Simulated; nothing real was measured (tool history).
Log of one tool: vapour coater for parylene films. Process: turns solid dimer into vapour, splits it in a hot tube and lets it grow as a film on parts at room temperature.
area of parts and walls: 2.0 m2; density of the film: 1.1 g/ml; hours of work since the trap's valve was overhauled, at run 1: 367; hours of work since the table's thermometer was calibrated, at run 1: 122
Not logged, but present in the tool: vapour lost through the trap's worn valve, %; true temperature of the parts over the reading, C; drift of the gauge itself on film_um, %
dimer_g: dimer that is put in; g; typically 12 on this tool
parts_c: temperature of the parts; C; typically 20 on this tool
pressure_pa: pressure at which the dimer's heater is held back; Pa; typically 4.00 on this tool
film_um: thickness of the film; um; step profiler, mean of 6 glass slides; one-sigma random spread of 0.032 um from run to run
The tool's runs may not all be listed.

run   hour  dimer_g  parts_c  pressure_pa  hours of work since the trap's valve was overhauled  hours of work since the table's thermometer was calibrated  film_um
  1    0.0       12       20         4.00                                                  367                                                         122     2.82
  2   10.9       12       20         4.00                                                  373                                                         128     2.82
  3   24.2       12       13         4.00                                                  381                                                         136     3.48
  4   32.8       12       13         4.00                                                  386                                                         141     3.46
  5   46.6       10       20         4.00                                                  395                                                         149     2.31
  6   55.7       12       25         4.00                                                  400                                                         155     2.39
  7   69.4       12       29         4.00                                                  408                                                         163     2.11
  8   83.9       12       29         4.00                                                  417                                                         172     2.19
  9   98.6       12       14         4.00                                                  426                                                         180     3.33
 10  110.5       12       14         4.00                                                  433                                                         187     3.34
 11  121.8       12       20         4.00                                                  440                                                         194     2.77
 12  134.9       12       20         4.00                                                  447                                                         202     2.78
 13  147.5       12       20         4.57                                                  455                                                         209     2.65
 14  159.3       12       20         4.00                                                  462                                                         216     2.72
 15  172.8       12       20         4.00                                                  470                                                         225     2.72
 16  182.5       12       20         4.00                                                  476                                                         230     2.74
 17  195.0        5       20         4.00                                                  483                                                         238     1.15
 18  206.7        5       20         4.00                                                  490                                                         245     1.11
 19  221.3        5       20         4.00                                                  499                                                         253     1.17
 20  233.0        5       20         4.00                                                  506                                                         260     1.18
 21  243.0       12       20         4.00                                                  512                                                         266     2.67
     248.1  -- trap's valve overhauled
 22  255.8       12       20         4.00                                                    5                                                         272     2.61
 23  266.0       12       21         4.00                                                   11                                                         278     2.53
     282.7  -- trap's valve overhauled, once more
 24  285.2        9       21         4.00                                                    2                                                         287     2.19
 25  302.6        9       21         4.00                                                   12                                                         297     2.25
 26  312.9       20       13        11.81                                                   18                                                         303     5.10
 27  327.8       20       13        11.81                                                   27                                                         312     5.13
 28  340.0        8       16         4.00                                                   34                                                         319     2.32
 29  355.1        7       20         4.00                                                   43                                                         328     1.78
 30  369.5       20       21         4.00                                                   52                                                         337     4.93
 31  386.5       12       25         3.54                                                   62                                                         347     2.62
 32  394.4       12       25         3.54                                                   67                                                         352     2.67
 33  407.5        9       12        11.21                                                   74                                                         360     2.37
 34  417.2        9       12        11.21                                                   80                                                         365     2.34
 35  430.6       20       12         2.51                                                   88                                                         373     7.04
 36  448.1       20       12         2.51                                                   99                                                         384     6.96
 37  464.6        6       29         4.90                                                  108                                                         394     1.12
 38  475.6       13       25         8.01                                                  115                                                         400     2.40
 39  490.3       12       30         4.97                                                  124                                                         409     2.08
 40  508.3       17       13         4.97                                                  135                                                         420     4.92
 41  515.9       12       19         5.05                                                  139                                                         424     2.91
 42  530.8       12       19         5.05                                                  148                                                         433     2.89
 43  540.4       12       19         5.05                                                  154                                                         439     2.94
 44  553.0       12       19         5.05                                                  161                                                         446     2.85
 45  564.5       10       20         5.05                                                  168                                                         453     2.35
 46  574.2       11       12         6.01                                                  174                                                         459     3.22
 47  588.2       11       12         6.01                                                  182                                                         467     3.19

For some of the steps in film_um from one run to the next: how much would appear even if the tool had no hidden state, given the settings, what came in and random variation, and how much remains for the hidden state plus any gauge scatter that the measured result and the result without hidden state don't share?
Run 16 -> 17: dimer_g 12 -> 5. film_um -1.59 um: hidden state +0.20, all else -1.79.
Run 20 -> 21: dimer_g 5 -> 12. film_um +1.49 um: hidden state -0.22, all else +1.71.
Run 23 -> 24: dimer_g 12 -> 9, trap's valve overhauled, once more. film_um -0.34 um: hidden state +0.44, all else -0.78.
Run 29 -> 30: dimer_g 7 -> 20, parts_c 20 -> 21. film_um +3.15 um: hidden state -0.06, all else +3.21.
Run 34 -> 35: dimer_g 9 -> 20, pressure_pa 11.21 -> 2.51. film_um +4.70 um: hidden state -0.15, all else +4.85.
Run 36 -> 37: dimer_g 20 -> 6, parts_c 12 -> 29, pressure_pa 2.51 -> 4.90. film_um -5.84 um: hidden state +0.19, all else -6.03.
